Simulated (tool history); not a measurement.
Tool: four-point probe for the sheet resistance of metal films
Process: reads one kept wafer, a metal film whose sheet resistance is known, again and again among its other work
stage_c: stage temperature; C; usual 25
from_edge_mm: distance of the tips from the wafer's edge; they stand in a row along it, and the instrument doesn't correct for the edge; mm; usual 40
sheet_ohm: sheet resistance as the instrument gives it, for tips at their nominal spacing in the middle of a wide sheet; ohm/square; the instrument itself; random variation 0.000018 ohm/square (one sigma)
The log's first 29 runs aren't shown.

run,hour,stage_c,from_edge_mm,touches since the probe head was changed,hours of work since the stage's thermometer was calibrated,sheet_ohm
30,408.9,25,4,18316,83,0.091175
31,426,25,4,18624,92,0.091162
32,438.6,35,42,18852,99,0.090302
33,449.7,24,40,19054,106,0.090461
34,459.8,24,40,19236,111,0.090447
35,476.3,24,40,19534,120,0.090446
36,491,21,65,19798,129,0.09048
37,504,32,6,20034,136,0.090658
38,517.6,32,6,20280,143,0.090692
39,528.1,29,14,20468,149,0.090418
40,540.9,24,3,20701,156,0.091785
41,556.4,25,11,20980,165,0.09052
42,571.4,18,26,21251,173,0.090529
43,581.3,18,26,21430,179,0.090536
44,597.6,32,27,21725,188,0.090357

5 ways to go on from here, each from the tool as it stands after run 44. What would each give?
A,611.9,20,28,21983,196,?
B,611.9,33,24,21983,196,?
C,611.9,23,27,21983,196,?
D,611.9,21,4,21983,196,?
E,611.9,33,9,21983,196,?

run,sheet_ohm
A,0.090507
B,0.090322
C,0.090463
D,0.091241
E,0.090433
Without the tool's hidden state the same runs would have given:
run,sheet_ohm
A,0.090558
B,0.090373
C,0.090515
D,0.091293
E,0.090484

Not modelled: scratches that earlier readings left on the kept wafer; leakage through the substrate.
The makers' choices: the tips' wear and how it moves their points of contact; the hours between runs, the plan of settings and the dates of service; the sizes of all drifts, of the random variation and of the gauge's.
